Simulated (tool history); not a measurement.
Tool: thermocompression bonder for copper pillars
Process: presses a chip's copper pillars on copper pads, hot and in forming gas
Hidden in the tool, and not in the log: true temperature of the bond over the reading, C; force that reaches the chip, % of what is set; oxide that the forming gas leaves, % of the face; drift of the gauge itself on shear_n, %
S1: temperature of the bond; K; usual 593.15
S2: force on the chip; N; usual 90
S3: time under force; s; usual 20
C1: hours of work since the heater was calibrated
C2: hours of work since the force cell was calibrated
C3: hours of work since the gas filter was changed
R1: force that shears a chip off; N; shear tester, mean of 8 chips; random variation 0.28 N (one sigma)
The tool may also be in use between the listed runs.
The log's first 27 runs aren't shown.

run	day	S1	S2	S3	C1	C2	C3	R1
28	28.25	575.15	114	55	1005	384	179	84.7
29	29.246	593.15	84	14	1018	397	193	54.2
30	30.117	593.15	78	51	1030	409	205	73.5
31	31.067	591.15	112	13	1043	422	218	64.9
32	32.4	591.15	62	31	1062	441	236	53.2
33	33.521	591.15	62	31	1077	456	252	53.6
34	35.008	616.15	59	37	1097	476	272	62.6
35	36.425	611.15	59	37	1117	496	292	60.8
36	37.158	584.15	59	25	1127	506	302	44.9
37	38.604	611.15	133	25	1147	526	322	87.9
38	39.567	615.15	90	31	1160	539	335	77.6
39	41.004	615.15	86	31	1180	559	355	75.2

5 ways to go on from here, each from the tool as it stands after run 39. What would each give?
A	42.254	604.15	122	24	1197	576	372	?
B	42.254	586.15	90	20	1197	576	372	?
C	42.254	593.15	90	38	1197	576	372	?
D	42.254	598.15	70	20	1197	576	372	?
E	42.254	606.15	90	31	1197	576	372	?

run	R1
A	82
B	60
C	73.7
D	53.4
E	74.7
Without the tool's hidden state the same runs would have given:
run	R1
A	85.4
B	63.1
C	77
D	56
E	78
